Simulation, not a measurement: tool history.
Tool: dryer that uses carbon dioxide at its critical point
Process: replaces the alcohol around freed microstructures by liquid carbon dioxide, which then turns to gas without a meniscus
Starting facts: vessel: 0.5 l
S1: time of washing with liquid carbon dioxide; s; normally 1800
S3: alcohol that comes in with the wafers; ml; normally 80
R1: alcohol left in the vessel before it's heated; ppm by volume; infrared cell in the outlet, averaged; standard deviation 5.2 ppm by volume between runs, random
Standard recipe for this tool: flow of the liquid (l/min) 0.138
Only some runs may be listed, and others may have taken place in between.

Run 1, hour 0: usual settings. Result: R1 222 ppm by volume.
Run 2, hour 26.2: usual settings but S3 32 ml. Result: R1 162 ppm by volume.
Run 3, hour 39: usual settings but S1 1200 s, S3 32 ml. Result: R1 623 ppm by volume.
Run 4, hour 63.8: usual settings. Result: R1 217 ppm by volume.
Run 5, hour 78.5: usual settings. Result: R1 239 ppm by volume.
Run 6, hour 95.5: usual settings. Result: R1 234 ppm by volume.
Run 7, hour 115.4: usual settings. Result: R1 232 ppm by volume.
Run 8, hour 142.7: usual settings but S1 2280 s. Result: R1 133 ppm by volume.
Run 9, hour 168.1: usual settings. Result: R1 250 ppm by volume.
Run 10, hour 193.9: usual settings. Result: R1 263 ppm by volume.
Run 11, hour 207.2: usual settings. Result: R1 252 ppm by volume.
Run 12, hour 231.1: usual settings. Result: R1 267 ppm by volume.
Run 13, hour 253.4: usual settings. Result: R1 275 ppm by volume.
Run 14, hour 275: usual settings. Result: R1 264 ppm by volume.
Run 15, hour 287.8: usual settings but S3 93 ml. Result: R1 311 ppm by volume.
Run 16, hour 307.2: usual settings but S1 1680 s, S3 93 ml. Result: R1 401 ppm by volume.
Run 17, hour 336.9: usual settings but S1 1680 s, S3 93 ml. Result: R1 419 ppm by volume.
Run 18, hour 356.5: usual settings but S1 2640 s. Result: R1 155 ppm by volume.
Run 19, hour 384.9: usual settings but S1 1200 s, flow of the liquid (l/min) 0.198, S3 48 ml. Result: R1 267 ppm by volume.
Run 20, hour 404: usual settings but flow of the liquid (l/min) 0.137. Result: R1 306 ppm by volume.
Run 21, hour 424.3: usual settings but S3 59 ml. Result: R1 248 ppm by volume.
Run 22, hour 444.9: usual settings but S1 1320 s, flow of the liquid (l/min) 0.211. Result: R1 211 ppm by volume.
Run 23, hour 465.9: usual settings but S3 93 ml. Result: R1 339 ppm by volume.
Run 24, hour 481.2: usual settings but S1 1680 s, S3 93 ml. Result: R1 459 ppm by volume.
Run 25, hour 504.2: usual settings but S1 2040 s, S3 111 ml. Result: R1 247 ppm by volume.
Run 26, hour 530.2: usual settings but S1 2280 s, flow of the liquid (l/min) 0.14, S3 37 ml. Result: R1 156 ppm by volume.
Run 27, hour 550.5: usual settings but S1 2280 s, flow of the liquid (l/min) 0.175, S3 39 ml. Result: R1 150 ppm by volume.
Run 28, hour 564: usual settings but S1 2280 s, flow of the liquid (l/min) 0.175, S3 39 ml. Result: R1 150 ppm by volume.
Run 29, hour 579.3: usual settings but S1 1620 s, flow of the liquid (l/min) 0.231, S3 63 ml. Result: R1 165 ppm by volume.
Run 30, hour 597.9: usual settings but S1 1620 s, flow of the liquid (l/min) 0.231, S3 63 ml. Result: R1 161 ppm by volume.
Run 31, hour 617.8: usual settings but S1 1080 s, flow of the liquid (l/min) 0.126, S3 43 ml. Result: R1 2291 ppm by volume.
Run 32, hour 631.2: usual settings but S1 1080 s, flow of the liquid (l/min) 0.126, S3 43 ml. Result: R1 2396 ppm by volume.
Run 33, hour 660.2: usual settings but S1 1080 s, flow of the liquid (l/min) 0.126, S3 43 ml. Result: R1 2390 ppm by volume.

Alternative continuations, all from the tool just after run 33; predict every row:
Run A, hour 678.9: usual settings but flow of the liquid (l/min) 0.118. Result: R1 ?.
Run B, hour 678.9: usual settings but S1 1380 s, flow of the liquid (l/min) 0.098, S3 82 ml. Result: R1 ?.
Run C, hour 678.9: usual settings but S1 2040 s, flow of the liquid (l/min) 0.126, S3 22 ml. Result: R1 ?.
Run D, hour 678.9: usual settings but S1 1620 s, flow of the liquid (l/min) 0.091, S3 59 ml. Result: R1 ?.

run    R1
  A   693
  B  4609
  C   200
  D  2434
Had the tool no hidden state, the same runs would have come out as:
run    R1
  A   252
  B  2735
  C    19
  D  1340
